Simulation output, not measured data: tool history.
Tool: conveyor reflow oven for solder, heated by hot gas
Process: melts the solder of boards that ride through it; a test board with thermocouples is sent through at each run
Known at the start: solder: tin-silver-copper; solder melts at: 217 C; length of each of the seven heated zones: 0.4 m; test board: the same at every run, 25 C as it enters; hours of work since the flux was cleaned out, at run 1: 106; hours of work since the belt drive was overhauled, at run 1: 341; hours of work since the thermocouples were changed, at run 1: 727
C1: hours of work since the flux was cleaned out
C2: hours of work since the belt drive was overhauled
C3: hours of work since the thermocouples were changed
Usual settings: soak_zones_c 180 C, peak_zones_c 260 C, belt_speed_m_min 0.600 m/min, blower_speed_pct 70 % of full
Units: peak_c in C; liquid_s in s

Run 1, hour 0.0: usual settings; C1 106; C2 341; C3 727. Result: peak_c 247.7 C, liquid_s 58.2 s.
Run 2, hour 35.3: usual settings but soak_zones_c 184 C; C1 128; C2 362; C3 749. Result: peak_c 247.9 C, liquid_s 61.3 s.
Run 3, hour 61.3: usual settings but soak_zones_c 187 C; C1 144; C2 378; C3 765. Result: peak_c 248.5 C, liquid_s 63.4 s.
Run 4, hour 85.6: usual settings but soak_zones_c 187 C; C1 158; C2 393; C3 780. Result: peak_c 248.6 C, liquid_s 62.7 s.
Run 5, hour 120.8: usual settings but soak_zones_c 195 C; C1 180; C2 415; C3 802. Result: peak_c 249.5 C, liquid_s 68.4 s.
Run 6, hour 146.0: usual settings but belt_speed_m_min 0.639 m/min; C1 196; C2 431; C3 817. Result: peak_c 244.9 C, liquid_s 53.0 s.
Run 7, hour 172.5: usual settings but belt_speed_m_min 0.639 m/min; C1 212; C2 447; C3 834. Result: peak_c 245.7 C, liquid_s 52.8 s.
Run 8, hour 197.5: usual settings; C1 227; C2 462; C3 849. Result: peak_c 247.5 C, liquid_s 59.2 s.
Run 9, hour 234.7: usual settings; C1 250; C2 485; C3 872. Result: peak_c 247.2 C, liquid_s 59.1 s.
Run 10, hour 274.5: usual settings but peak_zones_c 255 C; C1 275; C2 510; C3 896. Result: peak_c 243.1 C, liquid_s 54.4 s.
Run 11, hour 293.0: usual settings but belt_speed_m_min 0.572 m/min; C1 286; C2 521; C3 908. Result: peak_c 248.9 C, liquid_s 63.4 s.
Run 12, hour 313.6: usual settings but belt_speed_m_min 0.572 m/min; C1 299; C2 534; C3 920. Result: peak_c 249.1 C, liquid_s 63.2 s.
At hour 338.2: flux residue cleaned out of gas plates and filters.
Run 13, hour 351.6: usual settings; C1 8; C2 554; C3 941. Result: peak_c 246.8 C, liquid_s 59.1 s.
Run 14, hour 385.9: usual settings; C1 29; C2 575; C3 962. Result: peak_c 246.9 C, liquid_s 60.5 s.
Run 15, hour 411.9: usual settings but soak_zones_c 172 C, peak_zones_c 250 C, belt_speed_m_min 0.533 m/min, blower_speed_pct 58 % of full; C1 45; C2 591; C3 978. Result: peak_c 239.4 C, liquid_s 53.8 s.
Run 16, hour 452.7: usual settings but soak_zones_c 175 C, peak_zones_c 267 C, belt_speed_m_min 0.598 m/min, blower_speed_pct 82 % of full; C1 70; C2 616; C3 1003. Result: peak_c 254.4 C, liquid_s 62.9 s.
Run 17, hour 476.5: usual settings but soak_zones_c 175 C, peak_zones_c 253 C, belt_speed_m_min 0.523 m/min, blower_speed_pct 59 % of full; C1 85; C2 631; C3 1017. Result: peak_c 242.2 C, liquid_s 61.2 s.
Run 18, hour 497.9: usual settings but soak_zones_c 183 C, peak_zones_c 273 C, belt_speed_m_min 0.517 m/min, blower_speed_pct 67 % of full; C1 98; C2 644; C3 1031. Result: peak_c 261.9 C, liquid_s 81.7 s.
Run 19, hour 524.0: usual settings but soak_zones_c 183 C, peak_zones_c 273 C, belt_speed_m_min 0.517 m/min, blower_speed_pct 67 % of full; C1 114; C2 660; C3 1047. Result: peak_c 262.4 C, liquid_s 81.3 s.
Run 20, hour 554.6: usual settings but soak_zones_c 183 C, peak_zones_c 251 C, belt_speed_m_min 0.708 m/min, blower_speed_pct 76 % of full; C1 133; C2 679; C3 1066. Result: peak_c 236.8 C, liquid_s 40.3 s.
Run 21, hour 594.0: usual settings but soak_zones_c 183 C, peak_zones_c 251 C, belt_speed_m_min 0.708 m/min, blower_speed_pct 76 % of full; C1 157; C2 703; C3 1090. Result: peak_c 236.8 C, liquid_s 40.6 s.
Run 22, hour 616.0: usual settings but soak_zones_c 179 C, peak_zones_c 265 C, belt_speed_m_min 0.606 m/min, blower_speed_pct 87 % of full; C1 171; C2 717; C3 1103. Result: peak_c 253.4 C, liquid_s 64.3 s.
Run 23, hour 647.1: usual settings but soak_zones_c 179 C, peak_zones_c 265 C, belt_speed_m_min 0.606 m/min, blower_speed_pct 55 % of full; C1 190; C2 736; C3 1122. Result: peak_c 249.3 C, liquid_s 57.9 s.
Run 24, hour 687.9: usual settings but soak_zones_c 194 C, peak_zones_c 265 C, belt_speed_m_min 0.638 m/min, blower_speed_pct 55 % of full; C1 215; C2 761; C3 1148. Result: peak_c 249.7 C, liquid_s 62.5 s.
Run 25, hour 722.2: usual settings but soak_zones_c 188 C; C1 236; C2 782; C3 1169. Result: peak_c 248.2 C, liquid_s 64.5 s.
Run 26, hour 753.6: usual settings but soak_zones_c 188 C; C1 256; C2 801; C3 1188. Result: peak_c 248.4 C, liquid_s 63.3 s.
At hour 785.6: belt drive overhauled, speed set with a stopwatch.
Run 27, hour 785.6: usual settings but soak_zones_c 188 C; C1 273; C2 0; C3 1205. Result: peak_c 248.3 C, liquid_s 63.4 s.

4 ways to go on from here, each from the tool as it stands after run 27. What would each give?
Run A, hour 825.5: usual settings but peak_zones_c 269 C, belt_speed_m_min 0.548 m/min, blower_speed_pct 73 % of full; C1 297; C2 25; C3 1230. Result: peak_c ?, liquid_s ?.
Run B, hour 825.5: usual settings but soak_zones_c 167 C, belt_speed_m_min 0.552 m/min; C1 297; C2 25; C3 1230. Result: peak_c ?, liquid_s ?.
Run C, hour 825.5: usual settings but soak_zones_c 186 C, peak_zones_c 251 C, blower_speed_pct 64 % of full; C1 297; C2 25; C3 1230. Result: peak_c ?, liquid_s ?.
Run D, hour 825.5: usual settings but peak_zones_c 261 C, belt_speed_m_min 0.657 m/min, blower_speed_pct 50 % of full; C1 297; C2 25; C3 1230. Result: peak_c ?, liquid_s ?.

run  peak_c  liquid_s
  A   257.6      73.0
  B   247.3      59.6
  C   240.0      54.8
  D   241.7      46.4
Without the tool's hidden state the same runs would have given:
run  peak_c  liquid_s
  A   257.8      73.1
  B   247.5      59.9
  C   240.2      55.1
  D   241.9      46.6
